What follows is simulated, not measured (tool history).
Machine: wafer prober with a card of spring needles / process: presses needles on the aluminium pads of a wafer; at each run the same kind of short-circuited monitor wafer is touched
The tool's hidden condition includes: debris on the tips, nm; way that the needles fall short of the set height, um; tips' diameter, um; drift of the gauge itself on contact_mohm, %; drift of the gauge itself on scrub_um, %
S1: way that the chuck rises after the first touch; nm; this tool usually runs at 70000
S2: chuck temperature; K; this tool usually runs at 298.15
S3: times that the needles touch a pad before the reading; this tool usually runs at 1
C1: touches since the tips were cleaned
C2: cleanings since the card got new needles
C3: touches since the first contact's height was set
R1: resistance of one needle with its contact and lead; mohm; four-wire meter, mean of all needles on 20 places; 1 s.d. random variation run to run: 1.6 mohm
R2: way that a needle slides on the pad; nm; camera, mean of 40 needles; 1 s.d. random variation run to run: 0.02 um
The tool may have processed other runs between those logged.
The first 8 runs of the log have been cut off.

run	day	S1	S2	S3	C1	C2	C3	R1	R2
# day 4.129: tips cleaned on abrasive film
9	4.379	70000	302.15	1	1155	31	68119	154	9950
10	5.125	64000	298.15	1	4636	31	71600	158	9090
# day 5.204: tips cleaned on abrasive film
11	5.875	64000	353.15	1	3120	32	75056	169	9100
# day 6.208: tips cleaned on abrasive film
12	6.433	70000	298.15	1	1059	33	77650	156	9930
13	6.896	70000	298.15	3	3204	33	79795	154	9940
# day 7.246: tips cleaned on abrasive film
14	7.571	70000	298.15	3	1502	34	82912	151	9930
15	8.075	70000	323.15	3	3848	34	85258	162	9940
# day 8.250: tips cleaned on abrasive film
# day 8.546: height of the first contact set anew
16	8.612	70000	323.15	3	1618	35	295	160	9920
17	9.183	58000	298.15	1	4282	35	2959	158	8210
# day 9.292: tips cleaned on abrasive film
18	10.033	68000	358.15	1	3447	36	6895	168	9640
# day 10.321: tips cleaned on abrasive film
19	10.775	68000	358.15	1	2119	37	10322	165	9640
# day 11.342: tips cleaned on abrasive film
20	11.358	80000	313.15	3	93	38	13026	154	11350
21	11.850	66000	318.15	1	2374	38	15307	160	9390
# day 12.354: tips cleaned on abrasive film
22	12.354	66000	318.15	1	0	39	17628	161	9380
23	12.975	66000	318.15	1	2892	39	20520	161	9370
# day 13.375: tips cleaned on abrasive film
24	13.500	66000	318.15	1	583	40	22955	161	9390
25	14.212	83000	354.15	1	3883	40	26255	162	11810
# day 14.396: tips cleaned on abrasive film
26	14.575	70000	298.15	1	819	41	27922	154	9930
27	15.012	70000	298.15	1	2856	41	29959	154	9950
# day 15.450: tips cleaned on abrasive film
28	15.788	54000	358.15	1	1568	42	33542	173	7680
# day 16.462: tips cleaned on abrasive film
29	16.512	84000	356.15	1	234	43	36903	161	11930
30	17.158	58000	298.15	1	3241	43	39910	157	8220
# day 17.538: tips cleaned on abrasive film
31	17.917	58000	298.15	2	1772	44	43427	157	8220
# day 18.575: tips cleaned on abrasive film
32	18.683	57000	377.15	1	496	45	46966	179	8080
33	19.417	64000	315.15	3	3913	45	50383	161	9070

Each row is a separate what-if for the run after 33, all from the same tool condition, not one after another. Results?
# day 19.596: tips cleaned on abrasive film
A	19.867	50000	315.15	3	1257	46	52460	?	?
# day 19.596: tips cleaned on abrasive film
B	19.867	62000	307.15	2	1257	46	52460	?	?
# day 19.596: tips cleaned on abrasive film
C	19.867	64000	315.15	2	1257	46	52460	?	?
# day 19.596: tips cleaned on abrasive film
D	19.867	87000	331.15	2	1257	46	52460	?	?

run	R1	R2
A	167	7080
B	159	8760
C	160	9080
D	155	12350
Take away the tool's hidden state, keep each run's random variation, and the runs would have read:
run	R1	R2
A	167	7080
B	159	8760
C	160	9080
D	155	12350
